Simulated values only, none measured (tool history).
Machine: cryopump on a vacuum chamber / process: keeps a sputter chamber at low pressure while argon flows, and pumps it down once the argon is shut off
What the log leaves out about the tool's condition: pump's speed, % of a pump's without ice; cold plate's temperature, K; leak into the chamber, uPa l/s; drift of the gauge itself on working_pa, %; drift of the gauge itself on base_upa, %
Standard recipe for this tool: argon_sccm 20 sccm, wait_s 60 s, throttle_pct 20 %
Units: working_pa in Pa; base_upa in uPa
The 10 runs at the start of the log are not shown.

| run | hour | argon_sccm | wait_s | throttle_pct | hours of work since the pump was warmed up and emptied | hours of work since the cold head was overhauled | hours of work since the chamber's fittings were tightened | working_pa | base_upa |
|---|---|---|---|---|---|---|---|---|---|
| 11 | 800.1 | 8 | 60 | 20 | 188 | 1041 | 486 | 0.0438 | 1.63 |
| 12 | 899.4 | 8 | 60 | 20 | 249 | 1101 | 547 | 0.0437 | 1.65 |
| 13 | 948.5 | 8 | 60 | 20 | 279 | 1131 | 577 | 0.0441 | 1.73 |
| 14 | 1012.3 | 8 | 60 | 36 | 318 | 1170 | 616 | 0.0251 | 1.79 |
| 15 | 1085.1 | 20 | 60 | 20 | 363 | 1215 | 661 | 0.1119 | 1.75 |
| 16 | 1144.4 | 32 | 60 | 20 | 399 | 1251 | 697 | 0.1784 | 1.78 |
| 17 | 1192.5 | 20 | 60 | 20 | 429 | 1281 | 726 | 0.1112 | 1.73 |
| 18 | 1276.5 | 25 | 60 | 20 | 480 | 1332 | 778 | 0.1419 | 1.80 |
| 19 | 1318.1 | 25 | 60 | 20 | 505 | 1357 | 803 | 0.1410 | 1.80 |

Forecast run 20:
| 20 | 1364.1 | 25 | 95 | 34 | 533 | 1386 | 831 | ? | ? |

Run 20 came out at working_pa 0.0881 Pa, base_upa 1.32 uPa.
On a tool with no hidden condition, and with the same random variation, this run would have come out at working_pa 0.0804 Pa, base_upa 1.01 uPa.
